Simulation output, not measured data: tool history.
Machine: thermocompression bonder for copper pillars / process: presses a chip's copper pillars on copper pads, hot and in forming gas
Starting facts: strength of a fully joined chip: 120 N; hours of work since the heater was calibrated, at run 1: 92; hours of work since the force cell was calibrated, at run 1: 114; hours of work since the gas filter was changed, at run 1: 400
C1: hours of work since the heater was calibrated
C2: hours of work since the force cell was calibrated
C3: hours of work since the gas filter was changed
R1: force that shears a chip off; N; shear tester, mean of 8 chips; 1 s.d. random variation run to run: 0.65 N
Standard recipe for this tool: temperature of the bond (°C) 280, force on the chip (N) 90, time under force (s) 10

run 1 hour=0.0 | temperature_of_the_bond_(°C)=280 force_on_the_chip_(N)=90 time_under_force_(s)=10 | C1=92 C2=114 C3=400 | R1=47.3
run 2 hour=22.7 | temperature_of_the_bond_(°C)=283 force_on_the_chip_(N)=90 time_under_force_(s)=10 | C1=101 C2=123 C3=410 | R1=48.8
run 3 hour=39.4 | temperature_of_the_bond_(°C)=283 force_on_the_chip_(N)=90 time_under_force_(s)=10 | C1=108 C2=130 C3=417 | R1=49.5
run 4 hour=61.2 | temperature_of_the_bond_(°C)=258 force_on_the_chip_(N)=90 time_under_force_(s)=10 | C1=118 C2=140 C3=426 | R1=34.4
run 5 hour=78.4 | temperature_of_the_bond_(°C)=280 force_on_the_chip_(N)=90 time_under_force_(s)=10 | C1=125 C2=147 C3=433 | R1=47.9
run 6 hour=91.8 | temperature_of_the_bond_(°C)=280 force_on_the_chip_(N)=90 time_under_force_(s)=10 | C1=131 C2=153 C3=439 | R1=47.2
run 7 hour=102.7 | temperature_of_the_bond_(°C)=280 force_on_the_chip_(N)=90 time_under_force_(s)=10 | C1=135 C2=157 C3=444 | R1=46.0
run 8 hour=117.3 | temperature_of_the_bond_(°C)=280 force_on_the_chip_(N)=90 time_under_force_(s)=10 | C1=141 C2=163 C3=450 | R1=48.0
run 9 hour=139.0 | temperature_of_the_bond_(°C)=252 force_on_the_chip_(N)=122 time_under_force_(s)=15 | C1=151 C2=173 C3=459 | R1=42.6
run 10 hour=150.7 | temperature_of_the_bond_(°C)=288 force_on_the_chip_(N)=90 time_under_force_(s)=11 | C1=156 C2=178 C3=464 | R1=53.6
-- hour=164.2 forming gas filter changed
run 11 hour=166.0 | temperature_of_the_bond_(°C)=288 force_on_the_chip_(N)=90 time_under_force_(s)=11 | C1=162 C2=184 C3=1 | R1=55.6
run 12 hour=178.6 | temperature_of_the_bond_(°C)=263 force_on_the_chip_(N)=90 time_under_force_(s)=6 | C1=167 C2=189 C3=6 | R1=31.1

Run 13 is up next; what results do you expect?
run 13 hour=194.9 | temperature_of_the_bond_(°C)=306 force_on_the_chip_(N)=125 time_under_force_(s)=29 | C1=174 C2=196 C3=13 | R1=?

R1: 99.8 N
Minus the tool's unlogged condition, the same run would have read R1 101.1 N.
